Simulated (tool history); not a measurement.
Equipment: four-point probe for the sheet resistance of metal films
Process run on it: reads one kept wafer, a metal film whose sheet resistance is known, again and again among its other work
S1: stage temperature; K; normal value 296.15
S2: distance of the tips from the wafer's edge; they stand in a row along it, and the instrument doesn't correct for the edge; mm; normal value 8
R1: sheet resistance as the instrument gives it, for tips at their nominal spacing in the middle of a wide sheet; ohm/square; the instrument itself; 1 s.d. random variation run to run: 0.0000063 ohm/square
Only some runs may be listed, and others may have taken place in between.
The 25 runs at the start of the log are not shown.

Run 26, hour 855.2: usual settings but S1 293.15 K, S2 22 mm. Result: R1 0.031868 ohm/square.
Run 27, hour 899.2: usual settings but S1 301.15 K, S2 14 mm. Result: R1 0.031748 ohm/square.
Run 28, hour 923.5: usual settings but S1 300.15 K, S2 4 mm. Result: R1 0.032152 ohm/square.
Run 29, hour 958.3: usual settings but S2 57 mm. Result: R1 0.031798 ohm/square.
Run 30, hour 992.1: usual settings but S1 298.15 K, S2 22 mm. Result: R1 0.031791 ohm/square.
Run 31, hour 1035.8: usual settings but S1 307.15 K. Result: R1 0.031735 ohm/square.
Run 32, hour 1076.9: usual settings but S2 31 mm. Result: R1 0.031823 ohm/square.
Run 33, hour 1121.2: usual settings but S1 292.15 K, S2 14 mm. Result: R1 0.031928 ohm/square.
Run 34, hour 1158.5: usual settings but S1 292.15 K, S2 14 mm. Result: R1 0.031926 ohm/square.
Run 35, hour 1186.9: usual settings but S1 301.15 K, S2 46 mm. Result: R1 0.031744 ohm/square.
Run 36, hour 1227.5: usual settings but S2 22 mm. Result: R1 0.031839 ohm/square.
Run 37, hour 1273.3: usual settings but S2 22 mm. Result: R1 0.031848 ohm/square.
Run 38, hour 1314.6: usual settings but S2 5 mm. Result: R1 0.032109 ohm/square.
Run 39, hour 1360.4: usual settings but S2 5 mm. Result: R1 0.032113 ohm/square.

Branching from run 39: 4 alternative next runs. What would each branch give?
Run A, hour 1382.5: usual settings but S1 303.15 K, S2 5 mm. Result: R1 ?.
Run B, hour 1382.5: usual settings but S2 11 mm. Result: R1 ?.
Run C, hour 1382.5: usual settings but S1 294.15 K, S2 5 mm. Result: R1 ?.
Run D, hour 1382.5: usual settings but S1 302.15 K, S2 5 mm. Result: R1 ?.

run        R1
  A  0.031993
  B  0.031886
  C  0.032155
  D  0.032012
Take away the tool's hidden state, keep each run's random variation, and the runs would have read:
run        R1
  A  0.031650
  B  0.031543
  C  0.031810
  D  0.031669
